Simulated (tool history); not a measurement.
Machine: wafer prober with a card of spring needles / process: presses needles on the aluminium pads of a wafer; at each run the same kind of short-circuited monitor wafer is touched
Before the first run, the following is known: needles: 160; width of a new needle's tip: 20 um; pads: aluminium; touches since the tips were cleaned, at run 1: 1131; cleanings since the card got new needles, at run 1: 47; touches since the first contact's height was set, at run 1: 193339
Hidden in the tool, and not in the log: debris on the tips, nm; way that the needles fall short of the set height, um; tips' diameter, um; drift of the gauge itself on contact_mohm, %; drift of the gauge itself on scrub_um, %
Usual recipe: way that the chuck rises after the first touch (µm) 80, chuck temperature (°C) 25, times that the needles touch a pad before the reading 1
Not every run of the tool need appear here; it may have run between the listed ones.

run   hour  way that the chuck rises after the first touch (µm)  chuck temperature (°C)  times that the needles touch a pad before the reading  touches since the tips were cleaned  cleanings since the card got new needles  touches since the first contact's height was set  resistance of one needle with its contact and lead (mohm)  way that a needle slides on the pad (µm)
  1      0                                                   80                      25                                                      1                                 1131                                        47                                            193339                                                        156                                     14.83
       6.9  -- tips cleaned on abrasive film
      18.5  -- tips cleaned on abrasive film
      27.7  -- tips cleaned on abrasive film
      39.2  -- tips cleaned on abrasive film
      50.7  -- tips cleaned on abrasive film
      59.9  -- tips cleaned on abrasive film
  2   67.1                                                   80                      69                                                      1                                 2702                                        53                                            218411                                                        180                                     14.77
      69.5  -- tips cleaned on abrasive film
      78.7  -- tips cleaned on abrasive film
      87.9  -- tips cleaned on abrasive film
      99.4  -- tips cleaned on abrasive film
       102  -- height of the first contact set anew
  3  104.6                                                   80                      25                                                      1                                 1818                                        57                                               956                                                        169                                     15.28
     109.2  -- tips cleaned on abrasive film
     120.7  -- tips cleaned on abrasive film
     132.2  -- tips cleaned on abrasive film
     143.7  -- tips cleaned on abrasive film
     155.3  -- tips cleaned on abrasive film
  4  155.5                                                   80                      25                                                      1                                  107                                        62                                             19986                                                        128                                     15.23
     164.8  -- tips cleaned on abrasive film
     176.3  -- tips cleaned on abrasive film
     187.8  -- tips cleaned on abrasive film
       197  -- tips cleaned on abrasive film
     206.2  -- tips cleaned on abrasive film
     217.2  -- tips cleaned on abrasive film
  5  217.2                                                   80                      25                                                      1                                    0                                        68                                             43007                                                        130                                     15.14
     228.7  -- tips cleaned on abrasive film
     240.2  -- tips cleaned on abrasive film
     249.4  -- tips cleaned on abrasive film
       261  -- tips cleaned on abrasive film
     272.5  -- tips cleaned on abrasive film
  6  280.8                                                   80                      25                                                      1                                 3127                                        73                                             66783                                                        179                                     15.14
     283.1  -- tips cleaned on abrasive film
     294.6  -- tips cleaned on abrasive film
     306.2  -- tips cleaned on abrasive film
     317.7  -- tips cleaned on abrasive film
     329.2  -- tips cleaned on abrasive film
  7  333.6                                                   80                      25                                                      1                                 1662                                        78                                             86513                                                        168                                     15.08
     340.5  -- tips cleaned on abrasive film
       352  -- tips cleaned on abrasive film
     363.5  -- tips cleaned on abrasive film
     375.1  -- tips cleaned on abrasive film
     386.6  -- tips cleaned on abrasive film
  8  392.1                                                   80                      25                                                      1                                 2098                                        83                                            108399                                                        175                                     15.03
     396.8  -- tips cleaned on abrasive film
     408.3  -- tips cleaned on abrasive film
     419.8  -- tips cleaned on abrasive film
     431.3  -- tips cleaned on abrasive film
     442.8  -- tips cleaned on abrasive film
     452.1  -- tips cleaned on abrasive film
     463.6  -- tips cleaned on abrasive film
  9  469.3                                                   80                      25                                                      1                                 2145                                        90                                            137213                                                        173                                     14.93
     473.9  -- tips cleaned on abrasive film
     483.1  -- tips cleaned on abrasive film
     494.7  -- tips cleaned on abrasive film
     506.2  -- tips cleaned on abrasive film
     517.7  -- tips cleaned on abrasive film
     529.2  -- tips cleaned on abrasive film
 10  530.7                                                   80                      25                                                      1                                  589                                        96                                            160172                                                        143                                     14.94
       540  -- tips cleaned on abrasive film
     551.5  -- tips cleaned on abrasive film
       563  -- tips cleaned on abrasive film
     574.5  -- tips cleaned on abrasive film
       586  -- tips cleaned on abrasive film
     597.5  -- tips cleaned on abrasive film
 11  602.6                                                   80                      25                                                      1                                 1913                                       102                                            187035                                                        173                                      14.8

Forecast run 12:
     607.3  -- tips cleaned on abrasive film
     618.8  -- tips cleaned on abrasive film
     630.3  -- tips cleaned on abrasive film
     641.8  -- tips cleaned on abrasive film
     653.3  -- tips cleaned on abrasive film
 12  661.6                                                   80                      25                                                      1                                 3129                                       107                                            209091                                                          ?                                         ?

{"run 12": {"resistance of one needle with its contact and lead (mohm)": 188, "way that a needle slides on the pad (µm)": 14.81}}
On a tool with no hidden condition, and with the same random variation, this run would have come out at resistance of one needle with its contact and lead (mohm) 123, way that a needle slides on the pad (µm) 15.26.
